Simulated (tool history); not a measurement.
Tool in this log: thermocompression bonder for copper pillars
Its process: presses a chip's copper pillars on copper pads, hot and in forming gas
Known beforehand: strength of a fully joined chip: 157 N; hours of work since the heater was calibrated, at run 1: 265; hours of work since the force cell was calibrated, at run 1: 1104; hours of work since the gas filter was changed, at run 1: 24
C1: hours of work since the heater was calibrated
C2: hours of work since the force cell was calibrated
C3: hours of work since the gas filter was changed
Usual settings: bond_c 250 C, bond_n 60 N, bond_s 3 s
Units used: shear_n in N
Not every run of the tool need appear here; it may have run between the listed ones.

{"run": 1, "hour": 0.0, "bond_c": 250, "bond_n": 60, "bond_s": 3, "C1": 265, "C2": 1104, "C3": 24, "shear_n": 108.9}
{"run": 2, "hour": 37.6, "bond_c": 250, "bond_n": 60, "bond_s": 6, "C1": 295, "C2": 1134, "C3": 54, "shear_n": 129.7}
{"run": 3, "hour": 105.7, "bond_c": 250, "bond_n": 60, "bond_s": 6, "C1": 349, "C2": 1188, "C3": 108, "shear_n": 130.3}
{"run": 4, "hour": 162.1, "bond_c": 250, "bond_n": 60, "bond_s": 3, "C1": 394, "C2": 1232, "C3": 152, "shear_n": 112.0}
{"run": 5, "hour": 219.5, "bond_c": 248, "bond_n": 60, "bond_s": 3, "C1": 439, "C2": 1278, "C3": 198, "shear_n": 109.7}
{"hour": 241.1, "done": "force cell calibrated"}
{"run": 6, "hour": 295.7, "bond_c": 239, "bond_n": 79, "bond_s": 2, "C1": 498, "C2": 43, "C3": 257, "shear_n": 107.2}
{"run": 7, "hour": 376.9, "bond_c": 255, "bond_n": 47, "bond_s": 5, "C1": 562, "C2": 107, "C3": 321, "shear_n": 103.7}
{"run": 8, "hour": 425.1, "bond_c": 255, "bond_n": 39, "bond_s": 2, "C1": 601, "C2": 146, "C3": 359, "shear_n": 65.7}
{"run": 9, "hour": 480.9, "bond_c": 269, "bond_n": 69, "bond_s": 2, "C1": 645, "C2": 190, "C3": 403, "shear_n": 117.4}

Run 10 comes next. What will it give?
{"run": 10, "hour": 532.1, "bond_c": 269, "bond_n": 69, "bond_s": 2, "C1": 685, "C2": 230, "C3": 444, "shear_n": "?"}

shear_n: 119.2 N
On a tool with no hidden condition, and with the same random variation, this run would have come out at shear_n 118.8 N.

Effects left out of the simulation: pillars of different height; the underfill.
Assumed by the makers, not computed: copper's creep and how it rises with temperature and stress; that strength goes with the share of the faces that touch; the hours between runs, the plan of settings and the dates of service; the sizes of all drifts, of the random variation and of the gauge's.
